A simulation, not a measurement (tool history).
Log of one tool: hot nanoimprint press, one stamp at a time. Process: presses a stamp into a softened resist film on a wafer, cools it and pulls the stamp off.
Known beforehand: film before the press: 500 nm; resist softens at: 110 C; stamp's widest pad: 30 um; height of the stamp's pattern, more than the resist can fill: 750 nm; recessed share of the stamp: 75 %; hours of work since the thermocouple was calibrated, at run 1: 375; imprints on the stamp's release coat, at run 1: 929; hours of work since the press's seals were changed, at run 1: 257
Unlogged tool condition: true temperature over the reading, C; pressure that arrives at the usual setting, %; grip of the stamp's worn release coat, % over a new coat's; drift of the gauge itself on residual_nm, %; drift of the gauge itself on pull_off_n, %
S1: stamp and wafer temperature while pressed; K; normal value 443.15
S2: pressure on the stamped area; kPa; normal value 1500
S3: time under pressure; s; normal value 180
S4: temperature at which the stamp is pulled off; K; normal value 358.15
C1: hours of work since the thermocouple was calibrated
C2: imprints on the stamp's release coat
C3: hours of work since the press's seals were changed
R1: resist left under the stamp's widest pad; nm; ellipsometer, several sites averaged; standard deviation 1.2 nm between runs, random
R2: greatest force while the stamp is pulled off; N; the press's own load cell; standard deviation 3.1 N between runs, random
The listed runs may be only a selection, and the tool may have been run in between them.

| run | hour | S1 | S2 | S3 | S4 | C1 | C2 | C3 | R1 | R2 |
|---|---|---|---|---|---|---|---|---|---|---|
| 1 | 0.0 | 443.15 | 1500 | 180 | 358.15 | 375 | 929 | 257 | 176.3 | 196 |
| 2 | 15.3 | 443.15 | 1500 | 180 | 358.15 | 384 | 983 | 267 | 174.9 | 199 |
| 3 | 31.5 | 443.15 | 1500 | 180 | 358.15 | 395 | 1040 | 277 | 174.4 | 193 |
| 4 | 42.4 | 443.15 | 1500 | 180 | 358.15 | 402 | 1078 | 284 | 178.6 | 204 |
| 5 | 57.3 | 443.15 | 1500 | 180 | 358.15 | 411 | 1131 | 294 | 176.8 | 213 |
| 6 | 72.4 | 443.15 | 1500 | 180 | 358.15 | 421 | 1184 | 303 | 175.3 | 213 |
| 7 | 89.6 | 443.15 | 1500 | 180 | 358.15 | 432 | 1244 | 314 | 176.1 | 220 |
| 8 | 107.6 | 443.15 | 1500 | 180 | 358.15 | 443 | 1307 | 326 | 174.0 | 220 |
| 9 | 115.7 | 443.15 | 1500 | 107 | 358.15 | 448 | 1336 | 331 | 216.9 | 224 |
| 10 | 125.1 | 443.15 | 1500 | 180 | 358.15 | 454 | 1369 | 337 | 174.8 | 218 |
| 11 | 138.1 | 443.15 | 1500 | 180 | 358.15 | 463 | 1415 | 345 | 173.9 | 219 |
| 12 | 156.4 | 438.15 | 1500 | 180 | 358.15 | 474 | 1479 | 357 | 238.0 | 223 |
| 13 | 174.2 | 438.15 | 1500 | 180 | 358.15 | 486 | 1541 | 368 | 236.5 | 230 |
|  | 181.7 | plate thermocouple calibrated |
| 14 | 189.4 | 438.15 | 1500 | 180 | 358.15 | 5 | 1584 | 376 | 223.9 | 231 |
| 15 | 204.8 | 451.15 | 1500 | 180 | 358.15 | 15 | 1638 | 386 | 100.4 | 230 |
| 16 | 224.3 | 444.15 | 1800 | 152 | 358.15 | 27 | 1707 | 398 | 151.9 | 242 |
| 17 | 243.6 | 454.15 | 1800 | 152 | 360.15 | 40 | 1775 | 411 | 83.0 | 232 |
| 18 | 258.9 | 449.15 | 1160 | 142 | 357.15 | 49 | 1829 | 420 | 141.8 | 251 |
| 19 | 275.9 | 449.15 | 1160 | 142 | 357.15 | 60 | 1889 | 431 | 142.7 | 242 |
|  | 292.4 | stamp cleaned and given a new release coat |
|  | 298.3 | plate thermocouple calibrated, once more |
| 20 | 304.6 | 449.15 | 1960 | 182 | 357.15 | 4 | 32 | 444 | 119.2 | 148 |
| 21 | 324.1 | 449.15 | 1960 | 182 | 357.15 | 17 | 100 | 456 | 118.7 | 154 |
| 22 | 332.0 | 443.15 | 1500 | 180 | 364.15 | 22 | 128 | 461 | 196.5 | 126 |
| 23 | 341.0 | 443.15 | 1500 | 180 | 364.15 | 27 | 160 | 467 | 194.7 | 130 |
| 24 | 352.7 | 446.15 | 1500 | 180 | 363.15 | 35 | 201 | 475 | 160.5 | 134 |

Run 25 has not been measured yet. What should we expect?
| 25 | 364.4 | 446.15 | 1500 | 180 | 363.15 | 42 | 242 | 482 | ? | ? |

{"run 25": {"R1": 160.7, "R2": 138}}
Take away the tool's hidden state, keep the run-to-run variation as it was, and the same run would have given R1 159.7 nm, R2 127 N.
